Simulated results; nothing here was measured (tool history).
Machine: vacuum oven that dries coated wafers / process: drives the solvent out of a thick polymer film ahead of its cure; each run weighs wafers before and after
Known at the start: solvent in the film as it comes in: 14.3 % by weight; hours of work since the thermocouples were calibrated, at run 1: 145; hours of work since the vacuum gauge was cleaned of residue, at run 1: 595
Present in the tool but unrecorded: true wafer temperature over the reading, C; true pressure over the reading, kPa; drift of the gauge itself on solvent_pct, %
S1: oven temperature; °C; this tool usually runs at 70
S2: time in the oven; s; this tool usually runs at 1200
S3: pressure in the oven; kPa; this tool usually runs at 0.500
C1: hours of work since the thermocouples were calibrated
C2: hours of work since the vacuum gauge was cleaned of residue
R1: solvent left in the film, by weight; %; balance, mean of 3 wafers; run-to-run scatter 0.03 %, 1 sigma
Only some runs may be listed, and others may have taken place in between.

run	hour	S1	S2	S3	C1	C2	R1
1	0.0	70	1200	0.500	145	595	2.01
2	43.3	70	1200	0.500	165	615	2.07
3	96.5	70	1200	0.500	189	639	2.02
4	132.9	70	1200	0.500	206	655	2.05
5	175.9	70	1200	0.508	225	675	1.98
6	214.3	70	1200	0.508	243	692	2.02
7	258.8	70	900	0.500	263	713	3.06
8	306.9	70	900	0.500	285	735	3.09
9	354.6	70	900	0.500	306	756	3.12
10	400.6	70	1200	0.500	327	777	2.01
11	435.5	70	1200	0.500	343	793	2.02
12	478.8	70	1200	0.500	363	813	2.00
13	525.0	62	1200	0.500	384	834	4.17
14	570.1	62	1200	0.500	405	854	4.13
15	594.5	62	1200	0.500	416	866	4.17
16	627.3	70	1860	0.500	431	881	0.79
17	677.5	70	1860	0.500	453	903	0.86
18	728.1	70	780	0.500	477	926	3.55
19	757.1	70	1200	0.865	490	940	2.09
20	801.3	70	1200	0.500	510	960	1.97
21	833.0	70	1140	0.500	524	974	2.13
22	867.3	70	1140	0.500	540	990	2.10
23	893.0	80	1140	0.500	552	1002	0.52
24	916.3	80	1860	0.533	562	1012	0.17
25	940.8	80	1860	0.533	573	1023	0.16
26	964.5	61	660	1.230	584	1034	6.84
27	992.5	61	660	1.230	597	1047	6.90
28	1035.0	68	720	0.425	616	1066	4.44
29	1066.5	68	720	0.425	631	1081	4.41
30	1102.3	82	720	0.281	647	1097	1.09
31	1145.6	70	2040	0.436	667	1117	0.68
32	1183.1	70	2040	0.436	684	1134	0.69
33	1226.0	70	2040	0.436	703	1153	0.67
34	1258.7	82	2040	0.436	718	1168	0.10
35	1280.6	70	1440	0.599	728	1178	1.40
36	1330.9	70	1440	0.337	751	1201	1.37
37	1362.8	70	1440	0.337	766	1215	1.37
38	1408.7	70	1440	0.337	786	1236	1.27
39	1444.1	70	720	0.543	803	1252	3.81
40	1479.7	70	960	0.500	819	1269	2.70
41	1529.1	60	1920	1.453	841	1291	2.97
42	1565.3	72	1560	1.453	858	1308	1.05
43	1608.3	59	900	1.844	877	1327	6.38
44	1653.3	59	900	1.844	898	1348	6.42
45	1681.9	64	1380	1.873	911	1361	3.24
46	1715.3	66	1260	0.351	926	1376	2.66

Branching from run 46: 5 alternative next runs. What would each branch give?
A	1747.7	70	2040	0.500	941	1391	?
B	1747.7	66	1260	0.707	941	1391	?
C	1747.7	56	1140	0.351	941	1391	?
D	1747.7	69	1980	0.548	941	1391	?
E	1747.7	66	1740	0.500	941	1391	?

run	R1
A	0.61
B	2.67
C	5.92
D	0.85
E	1.54
Take away the tool's hidden state, keep each run's random variation, and the runs would have read:
run	R1
A	0.72
B	3.06
C	6.33
D	1.00
E	1.82
